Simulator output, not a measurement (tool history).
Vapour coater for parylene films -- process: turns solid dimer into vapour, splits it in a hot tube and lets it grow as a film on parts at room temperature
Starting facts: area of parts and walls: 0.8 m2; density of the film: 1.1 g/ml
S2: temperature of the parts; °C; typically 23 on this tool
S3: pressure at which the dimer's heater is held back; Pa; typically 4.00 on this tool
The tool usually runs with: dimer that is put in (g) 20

{"run": 1, "day": 0.0, "dimer that is put in (g)": 20, "S2": 23, "S3": 4.0, "thickness of the film (um)": 12.45}
{"run": 2, "day": 0.629, "dimer that is put in (g)": 20, "S2": 23, "S3": 4.0, "thickness of the film (um)": 12.59}
{"run": 3, "day": 1.262, "dimer that is put in (g)": 20, "S2": 23, "S3": 4.0, "thickness of the film (um)": 12.76}
{"run": 4, "day": 1.829, "dimer that is put in (g)": 20, "S2": 23, "S3": 4.0, "thickness of the film (um)": 12.57}
{"run": 5, "day": 2.162, "dimer that is put in (g)": 20, "S2": 17, "S3": 4.0, "thickness of the film (um)": 15.67}
{"run": 6, "day": 2.792, "dimer that is put in (g)": 20, "S2": 17, "S3": 4.0, "thickness of the film (um)": 15.94}
{"run": 7, "day": 3.325, "dimer that is put in (g)": 20, "S2": 23, "S3": 9.77, "thickness of the film (um)": 10.6}
{"run": 8, "day": 3.746, "dimer that is put in (g)": 20, "S2": 23, "S3": 9.77, "thickness of the film (um)": 10.38}
{"run": 9, "day": 4.292, "dimer that is put in (g)": 20, "S2": 23, "S3": 9.77, "thickness of the film (um)": 10.41}
{"run": 10, "day": 4.638, "dimer that is put in (g)": 20, "S2": 23, "S3": 4.0, "thickness of the film (um)": 12.6}
{"run": 11, "day": 5.388, "dimer that is put in (g)": 20, "S2": 23, "S3": 4.0, "thickness of the film (um)": 12.54}
{"run": 12, "day": 6.058, "dimer that is put in (g)": 20, "S2": 23, "S3": 4.0, "thickness of the film (um)": 12.5}
{"run": 13, "day": 6.442, "dimer that is put in (g)": 20, "S2": 23, "S3": 4.0, "thickness of the film (um)": 12.55}
{"run": 14, "day": 6.783, "dimer that is put in (g)": 20, "S2": 23, "S3": 8.32, "thickness of the film (um)": 10.82}
{"run": 15, "day": 7.35, "dimer that is put in (g)": 20, "S2": 23, "S3": 8.32, "thickness of the film (um)": 10.83}
{"run": 16, "day": 7.908, "dimer that is put in (g)": 20, "S2": 23, "S3": 4.0, "thickness of the film (um)": 12.62}
{"run": 17, "day": 8.712, "dimer that is put in (g)": 20, "S2": 23, "S3": 4.0, "thickness of the film (um)": 12.7}
{"run": 18, "day": 9.275, "dimer that is put in (g)": 20, "S2": 23, "S3": 4.0, "thickness of the film (um)": 12.58}
{"run": 19, "day": 9.742, "dimer that is put in (g)": 20, "S2": 23, "S3": 4.0, "thickness of the film (um)": 12.66}
{"run": 20, "day": 10.104, "dimer that is put in (g)": 20, "S2": 23, "S3": 4.0, "thickness of the film (um)": 12.37}
{"run": 21, "day": 10.604, "dimer that is put in (g)": 34, "S2": 23, "S3": 4.0, "thickness of the film (um)": 21.35}
{"run": 22, "day": 11.079, "dimer that is put in (g)": 20, "S2": 23, "S3": 4.7, "thickness of the film (um)": 12.0}
{"run": 23, "day": 11.554, "dimer that is put in (g)": 20, "S2": 23, "S3": 4.7, "thickness of the film (um)": 12.03}
{"run": 24, "day": 12.008, "dimer that is put in (g)": 25, "S2": 23, "S3": 4.0, "thickness of the film (um)": 15.89}
{"run": 25, "day": 12.4, "dimer that is put in (g)": 25, "S2": 23, "S3": 4.0, "thickness of the film (um)": 15.91}
{"day": 12.65, "done": "trap's valve overhauled"}
{"run": 26, "day": 12.933, "dimer that is put in (g)": 12, "S2": 23, "S3": 6.36, "thickness of the film (um)": 6.91}
{"run": 27, "day": 13.367, "dimer that is put in (g)": 8, "S2": 26, "S3": 3.99, "thickness of the film (um)": 4.59}
{"run": 28, "day": 13.704, "dimer that is put in (g)": 8, "S2": 26, "S3": 3.99, "thickness of the film (um)": 4.58}
{"run": 29, "day": 14.246, "dimer that is put in (g)": 19, "S2": 16, "S3": 6.01, "thickness of the film (um)": 14.42}
{"run": 30, "day": 14.775, "dimer that is put in (g)": 19, "S2": 16, "S3": 6.01, "thickness of the film (um)": 14.19}
{"run": 31, "day": 15.304, "dimer that is put in (g)": 19, "S2": 30, "S3": 9.92, "thickness of the film (um)": 7.74}
{"run": 32, "day": 15.817, "dimer that is put in (g)": 19, "S2": 30, "S3": 9.92, "thickness of the film (um)": 7.63}
{"run": 33, "day": 16.229, "dimer that is put in (g)": 19, "S2": 30, "S3": 6.26, "thickness of the film (um)": 8.43}
{"run": 34, "day": 16.771, "dimer that is put in (g)": 19, "S2": 30, "S3": 6.26, "thickness of the film (um)": 8.5}

Expected results for the next run?
{"run": 35, "day": 17.583, "dimer that is put in (g)": 18, "S2": 19, "S3": 4.0, "thickness of the film (um)": "?"}

thickness of the film (um): 13.09
On a tool with no hidden condition, and with the same random variation, this run would have come out at thickness of the film (um) 13.12.
